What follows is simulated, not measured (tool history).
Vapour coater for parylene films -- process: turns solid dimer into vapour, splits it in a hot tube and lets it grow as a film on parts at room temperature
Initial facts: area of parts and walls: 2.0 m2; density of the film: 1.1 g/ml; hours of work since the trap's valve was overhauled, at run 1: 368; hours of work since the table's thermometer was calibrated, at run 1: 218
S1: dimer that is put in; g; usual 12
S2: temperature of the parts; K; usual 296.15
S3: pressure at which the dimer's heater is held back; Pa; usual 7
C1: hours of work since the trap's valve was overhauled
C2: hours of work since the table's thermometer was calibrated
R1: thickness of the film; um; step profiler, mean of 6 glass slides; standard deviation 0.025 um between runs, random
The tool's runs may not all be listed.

{"run": 1, "hour": 0.0, "S1": 12, "S2": 296.15, "S3": 7, "C1": 368, "C2": 218, "R1": 2.6}
{"run": 2, "hour": 9.1, "S1": 12, "S2": 296.15, "S3": 7, "C1": 376, "C2": 226, "R1": 2.61}
{"run": 3, "hour": 22.0, "S1": 12, "S2": 296.15, "S3": 8.46, "C1": 387, "C2": 237, "R1": 2.51}
{"run": 4, "hour": 29.5, "S1": 12, "S2": 296.15, "S3": 3.72, "C1": 394, "C2": 244, "R1": 3.02}
{"run": 5, "hour": 37.2, "S1": 12, "S2": 296.15, "S3": 3.72, "C1": 401, "C2": 251, "R1": 3.05}
{"run": 6, "hour": 49.2, "S1": 12, "S2": 296.15, "S3": 2.51, "C1": 411, "C2": 261, "R1": 3.34}
{"run": 7, "hour": 62.0, "S1": 12, "S2": 296.15, "S3": 7, "C1": 422, "C2": 272, "R1": 2.62}
{"run": 8, "hour": 70.7, "S1": 6, "S2": 296.15, "S3": 7, "C1": 430, "C2": 280, "R1": 1.29}
{"run": 9, "hour": 82.0, "S1": 8, "S2": 296.15, "S3": 7, "C1": 440, "C2": 290, "R1": 1.75}
{"hour": 94.7, "done": "trap's valve overhauled"}
{"run": 10, "hour": 94.7, "S1": 8, "S2": 296.15, "S3": 9.13, "C1": 0, "C2": 297, "R1": 1.73}
{"hour": 96.8, "done": "table's thermometer calibrated"}
{"run": 11, "hour": 105.2, "S1": 8, "S2": 296.15, "S3": 9.13, "C1": 8, "C2": 7, "R1": 1.74}
{"run": 12, "hour": 112.7, "S1": 12, "S2": 295.15, "S3": 7, "C1": 15, "C2": 14, "R1": 2.79}
{"run": 13, "hour": 124.9, "S1": 12, "S2": 295.15, "S3": 7, "C1": 25, "C2": 24, "R1": 2.76}
{"run": 14, "hour": 134.9, "S1": 12, "S2": 295.15, "S3": 11.52, "C1": 34, "C2": 33, "R1": 2.49}
{"run": 15, "hour": 142.0, "S1": 22, "S2": 296.15, "S3": 2.94, "C1": 40, "C2": 39, "R1": 6.22}
{"run": 16, "hour": 153.8, "S1": 7, "S2": 296.15, "S3": 9.01, "C1": 51, "C2": 50, "R1": 1.53}
{"hour": 165.5, "done": "table's thermometer calibrated, once more"}
{"run": 17, "hour": 165.5, "S1": 7, "S2": 296.15, "S3": 9.01, "C1": 60, "C2": 0, "R1": 1.53}
{"run": 18, "hour": 176.9, "S1": 16, "S2": 292.15, "S3": 4.39, "C1": 70, "C2": 10, "R1": 4.37}
{"run": 19, "hour": 188.4, "S1": 9, "S2": 290.15, "S3": 2.2, "C1": 80, "C2": 20, "R1": 3.02}
{"run": 20, "hour": 194.6, "S1": 12, "S2": 288.15, "S3": 9.75, "C1": 85, "C2": 25, "R1": 2.87}

Forecast each of these 5 alternatives for the next run:
{"run": "A", "hour": 205.7, "S1": 12, "S2": 303.15, "S3": 7, "C1": 95, "C2": 35, "R1": "?"}
{"run": "B", "hour": 205.7, "S1": 18, "S2": 296.15, "S3": 10.9, "C1": 95, "C2": 35, "R1": "?"}
{"run": "C", "hour": 205.7, "S1": 6, "S2": 288.15, "S3": 9.61, "C1": 95, "C2": 35, "R1": "?"}
{"run": "D", "hour": 205.7, "S1": 12, "S2": 304.15, "S3": 6.38, "C1": 95, "C2": 35, "R1": "?"}
{"run": "E", "hour": 205.7, "S1": 10, "S2": 306.15, "S3": 5.22, "C1": 95, "C2": 35, "R1": "?"}

run=A R1=2.34
run=B R1=3.63
run=C R1=1.48
run=D R1=2.39
run=E R1=2.03
What these runs would have given with no unlogged condition in the tool:
run=A R1=2.39
run=B R1=3.71
run=C R1=1.51
run=D R1=2.44
run=E R1=2.07
